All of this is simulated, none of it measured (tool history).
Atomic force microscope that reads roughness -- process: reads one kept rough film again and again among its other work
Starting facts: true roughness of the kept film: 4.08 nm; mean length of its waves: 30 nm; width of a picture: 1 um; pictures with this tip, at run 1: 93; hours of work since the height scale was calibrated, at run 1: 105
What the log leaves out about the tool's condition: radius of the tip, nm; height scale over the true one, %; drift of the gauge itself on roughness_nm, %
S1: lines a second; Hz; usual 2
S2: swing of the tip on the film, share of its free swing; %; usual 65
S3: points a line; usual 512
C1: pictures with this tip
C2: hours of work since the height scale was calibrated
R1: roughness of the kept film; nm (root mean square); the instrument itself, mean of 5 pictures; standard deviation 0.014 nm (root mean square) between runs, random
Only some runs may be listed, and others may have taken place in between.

run 1 hour=0 | S1=2 S2=65 S3=512 | C1=93 C2=105 | R1=2.851
run 2 hour=9.3 | S1=2 S2=65 S3=512 | C1=100 C2=109 | R1=2.85
run 3 hour=19.3 | S1=2 S2=65 S3=512 | C1=108 C2=114 | R1=2.813
run 4 hour=30.6 | S1=2 S2=65 S3=512 | C1=117 C2=119 | R1=2.77
run 5 hour=43.1 | S1=2 S2=65 S3=512 | C1=128 C2=126 | R1=2.719
run 6 hour=54.7 | S1=2 S2=65 S3=512 | C1=137 C2=131 | R1=2.704
run 7 hour=68.7 | S1=3.63 S2=65 S3=512 | C1=148 C2=138 | R1=2.554
run 8 hour=79.7 | S1=2.42 S2=65 S3=512 | C1=157 C2=143 | R1=2.593
run 9 hour=86.2 | S1=2.42 S2=65 S3=512 | C1=162 C2=147 | R1=2.579
run 10 hour=97.5 | S1=2.42 S2=66 S3=512 | C1=171 C2=152 | R1=2.519
run 11 hour=109.7 | S1=2 S2=65 S3=512 | C1=181 C2=158 | R1=2.549
run 12 hour=121.1 | S1=2 S2=65 S3=512 | C1=190 C2=164 | R1=2.507
run 13 hour=133.8 | S1=2 S2=65 S3=512 | C1=200 C2=170 | R1=2.477
run 14 hour=146.8 | S1=2 S2=69 S3=1001 | C1=211 C2=176 | R1=2.432
run 15 hour=160.3 | S1=3.16 S2=56 S3=559 | C1=222 C2=183 | R1=2.451
run 16 hour=174.1 | S1=2.26 S2=71 S3=256 | C1=233 C2=189 | R1=2.289
run 17 hour=183.4 | S1=2.32 S2=61 S3=512 | C1=240 C2=194 | R1=2.374
run 18 hour=191 | S1=2.32 S2=61 S3=512 | C1=246 C2=197 | R1=2.379
run 19 hour=201.5 | S1=0.87 S2=66 S3=828 | C1=255 C2=203 | R1=2.397
run 20 hour=213.6 | S1=0.87 S2=66 S3=828 | C1=265 C2=209 | R1=2.349
run 21 hour=222 | S1=0.9 S2=76 S3=346 | C1=271 C2=213 | R1=2.269
run 22 hour=231.4 | S1=0.9 S2=58 S3=738 | C1=279 C2=217 | R1=2.354
run 23 hour=245.2 | S1=0.9 S2=58 S3=432 | C1=290 C2=224 | R1=2.325
run 24 hour=258.9 | S1=1.68 S2=58 S3=924 | C1=301 C2=231 | R1=2.261

Alternative continuations, all from the tool just after run 24; predict every row:
run A hour=268.7 | S1=3.06 S2=89 S3=269 | C1=309 C2=235 | R1=?
run B hour=268.7 | S1=1.18 S2=64 S3=304 | C1=309 C2=235 | R1=?
run C hour=268.7 | S1=1.74 S2=58 S3=924 | C1=309 C2=235 | R1=?

run=A R1=1.752
run=B R1=2.224
run=C R1=2.24
With no hidden state in the tool, these same runs would have given:
run=A R1=2.622
run=B R1=3.328
run=C R1=3.35

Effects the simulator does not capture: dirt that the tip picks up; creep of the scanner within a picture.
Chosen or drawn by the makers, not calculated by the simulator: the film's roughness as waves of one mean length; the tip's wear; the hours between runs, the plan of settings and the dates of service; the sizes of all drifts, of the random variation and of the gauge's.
